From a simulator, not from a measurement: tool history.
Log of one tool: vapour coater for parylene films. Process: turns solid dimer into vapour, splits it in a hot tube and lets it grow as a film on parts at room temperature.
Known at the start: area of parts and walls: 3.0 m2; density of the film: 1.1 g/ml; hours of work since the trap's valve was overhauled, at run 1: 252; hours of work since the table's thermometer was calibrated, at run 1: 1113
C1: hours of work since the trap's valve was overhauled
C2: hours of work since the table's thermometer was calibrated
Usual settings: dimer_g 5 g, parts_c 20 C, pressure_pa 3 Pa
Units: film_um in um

Run 1, hour 0: usual settings; C1 252; C2 1113. Result: film_um 0.839 um.
Run 2, hour 62.4: usual settings; C1 296; C2 1157. Result: film_um 0.829 um.
Run 3, hour 102: usual settings; C1 324; C2 1185. Result: film_um 0.822 um.
Run 4, hour 148.6: usual settings; C1 357; C2 1218. Result: film_um 0.808 um.
Run 5, hour 214.3: usual settings; C1 403; C2 1264. Result: film_um 0.787 um.
At hour 239.4: trap's valve overhauled.
Run 6, hour 265.2: usual settings; C1 18; C2 1297. Result: film_um 0.918 um.
Run 7, hour 298.7: usual settings; C1 42; C2 1321. Result: film_um 0.891 um.
Run 8, hour 333.6: usual settings; C1 66; C2 1345. Result: film_um 0.885 um.
Run 9, hour 377.1: usual settings; C1 97; C2 1376. Result: film_um 0.876 um.
Run 10, hour 408.8: usual settings; C1 119; C2 1398. Result: film_um 0.886 um.
Run 11, hour 439.6: usual settings; C1 141; C2 1420. Result: film_um 0.864 um.
Run 12, hour 478.9: usual settings; C1 169; C2 1447. Result: film_um 0.862 um.
Run 13, hour 550.1: usual settings but pressure_pa 5.76 Pa; C1 219; C2 1498. Result: film_um 0.809 um.
Run 14, hour 618.3: usual settings but pressure_pa 5.76 Pa; C1 267; C2 1546. Result: film_um 0.803 um.
Run 15, hour 680.6: usual settings; C1 311; C2 1590. Result: film_um 0.813 um.
Run 16, hour 737.7: usual settings but pressure_pa 4.14 Pa; C1 351; C2 1630. Result: film_um 0.778 um.
Run 17, hour 809.6: usual settings but pressure_pa 4.14 Pa; C1 402; C2 1680. Result: film_um 0.779 um.
At hour 840: trap's valve overhauled.
Run 18, hour 849.9: usual settings but pressure_pa 9.33 Pa; C1 7; C2 1706. Result: film_um 0.838 um.
Run 19, hour 895.9: usual settings but pressure_pa 9.33 Pa; C1 39; C2 1738. Result: film_um 0.834 um.
Run 20, hour 948.3: usual settings but pressure_pa 9.33 Pa; C1 76; C2 1775. Result: film_um 0.814 um.
Run 21, hour 987.1: usual settings but pressure_pa 3.28 Pa; C1 104; C2 1803. Result: film_um 0.851 um.
Run 22, hour 1052: usual settings but pressure_pa 3.28 Pa; C1 149; C2 1848. Result: film_um 0.85 um.
Run 23, hour 1085.8: usual settings; C1 173; C2 1872. Result: film_um 0.849 um.
Run 24, hour 1144.5: usual settings; C1 215; C2 1914. Result: film_um 0.835 um.
Run 25, hour 1182.7: usual settings but dimer_g 7 g, parts_c 28 C, pressure_pa 2.05 Pa; C1 241; C2 1940. Result: film_um 0.855 um.
Run 26, hour 1220.9: usual settings but dimer_g 7 g, parts_c 13 C, pressure_pa 2.28 Pa; C1 268; C2 1967. Result: film_um 1.548 um.
Run 27, hour 1271.1: usual settings but pressure_pa 4.41 Pa; C1 304; C2 2003. Result: film_um 0.795 um.
Run 28, hour 1335.2: usual settings but pressure_pa 5.96 Pa; C1 349; C2 2048. Result: film_um 0.779 um.
Run 29, hour 1402.5: usual settings but pressure_pa 5.96 Pa; C1 396; C2 2095. Result: film_um 0.762 um.
At hour 1438.6: trap's valve overhauled.
Run 30, hour 1475.4: usual settings but dimer_g 4 g, parts_c 13 C, pressure_pa 3.87 Pa; C1 26; C2 2144. Result: film_um 0.928 um.
Run 31, hour 1529: usual settings but dimer_g 4 g, parts_c 13 C, pressure_pa 3.87 Pa; C1 64; C2 2182. Result: film_um 0.91 um.
Run 32, hour 1595.4: usual settings but dimer_g 7 g, parts_c 13 C, pressure_pa 5.28 Pa; C1 110; C2 2228. Result: film_um 1.524 um.
Run 33, hour 1652.4: usual settings but dimer_g 7 g, parts_c 13 C, pressure_pa 5.28 Pa; C1 151; C2 2268. Result: film_um 1.524 um.
Run 34, hour 1709.6: usual settings but dimer_g 7 g, parts_c 13 C, pressure_pa 5.28 Pa; C1 191; C2 2309. Result: film_um 1.475 um.
At hour 1737.8: table's thermometer calibrated.
Run 35, hour 1740.6: usual settings but dimer_g 2 g, parts_c 13 C, pressure_pa 2.91 Pa; C1 212; C2 2. Result: film_um 0.465 um.
Run 36, hour 1789.4: usual settings but dimer_g 2 g, parts_c 13 C, pressure_pa 2.68 Pa; C1 246; C2 36. Result: film_um 0.441 um.
Run 37, hour 1837.4: usual settings but dimer_g 2 g, parts_c 13 C, pressure_pa 2.68 Pa; C1 280; C2 70. Result: film_um 0.45 um.
Run 38, hour 1898.4: usual settings but dimer_g 9 g, parts_c 13 C; C1 323; C2 113. Result: film_um 2 um.
Run 39, hour 1971: usual settings but dimer_g 4 g, parts_c 13 C, pressure_pa 6.42 Pa; C1 374; C2 164. Result: film_um 0.833 um.
Run 40, hour 2030.4: usual settings but dimer_g 3 g, parts_c 18 C; C1 416; C2 206. Result: film_um 0.524 um.
At hour 2041.1: trap's valve overhauled.
Run 41, hour 2079.3: usual settings but parts_c 15 C; C1 27; C2 238. Result: film_um 1.12 um.
Run 42, hour 2135: usual settings but parts_c 15 C; C1 66; C2 277. Result: film_um 1.115 um.
Run 43, hour 2184.1: usual settings but parts_c 14 C, pressure_pa 10.01 Pa; C1 101; C2 312. Result: film_um 1.056 um.
Run 44, hour 2253.5: usual settings but dimer_g 6 g, parts_c 13 C, pressure_pa 9.99 Pa; C1 150; C2 360. Result: film_um 1.298 um.
Run 45, hour 2290.6: usual settings but parts_c 24 C, pressure_pa 2.99 Pa; C1 176; C2 387. Result: film_um 0.749 um.
Run 46, hour 2352.7: usual settings but dimer_g 6 g, parts_c 17 C, pressure_pa 2.99 Pa; C1 219; C2 430. Result: film_um 1.176 um.
Run 47, hour 2411.2: usual settings but dimer_g 6 g, parts_c 19 C, pressure_pa 4.18 Pa; C1 261; C2 472. Result: film_um 1.027 um.

Measured less the same run without the tool's hidden state. The same run-to-run variation is in both; the gauge's scatter may not be:
The hidden state here: vapour lost through the trap's worn valve, %; true temperature of the parts over the reading, C; drift of the gauge itself on film_um, %.
run  film_um
  1   -0.093
  2   -0.107
  3   -0.115
  4   -0.123
  5   -0.136
  6   -0.032
  7   -0.038
  8   -0.046
  9   -0.055
 10   -0.062
 11   -0.067
 12   -0.076
 13   -0.088
 14   -0.099
 15   -0.116
 16   -0.124
 17   -0.137
 18   -0.034
 19   -0.043
 20   -0.052
 21   -0.063
 22   -0.076
 23   -0.082
 24   -0.095
 25   -0.106
 26   -0.206
 27   -0.117
 28   -0.126
 29   -0.139
 30   -0.054
 31   -0.065
 32   -0.133
 33   -0.154
 34   -0.174
 35   -0.035
 36    -0.04
 37   -0.046
 38   -0.233
 39   -0.113
 40    -0.08
 41   -0.025
 42   -0.039
 43   -0.049
 44   -0.084
 45   -0.054
 46   -0.103
 47   -0.109
